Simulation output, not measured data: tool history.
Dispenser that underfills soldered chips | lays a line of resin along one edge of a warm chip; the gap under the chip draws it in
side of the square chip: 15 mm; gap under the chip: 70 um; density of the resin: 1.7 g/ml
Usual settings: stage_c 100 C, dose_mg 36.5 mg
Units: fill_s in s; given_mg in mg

run,hour,stage_c,dose_mg,fill_s,given_mg
1,0.0,100,36.5,99.4,34.63
2,5.2,100,37.8,134.1,36.12
3,10.5,100,36.5,180.8,34.53
# hour 11.5: new syringe of resin
# hour 14.1: dispensing valve cleaned and set on the balance
4,18.2,100,36.5,106.1,36.42
5,24.7,113,36.5,84.6,36.44
# hour 29.0: new syringe of resin
6,30.1,109,36.5,51.7,36.21
7,33.7,109,36.5,64.2,36.00
8,40.9,106,47.5,107.8,47.01

The next listed run, before its measurement:
9,44.4,100,34.2,?,?

fill_s: 183.6 s
given_mg: 33.65 mg
Without the tool's hidden state the same run would have given fill_s 74.5 s, given_mg 34.16 mg.

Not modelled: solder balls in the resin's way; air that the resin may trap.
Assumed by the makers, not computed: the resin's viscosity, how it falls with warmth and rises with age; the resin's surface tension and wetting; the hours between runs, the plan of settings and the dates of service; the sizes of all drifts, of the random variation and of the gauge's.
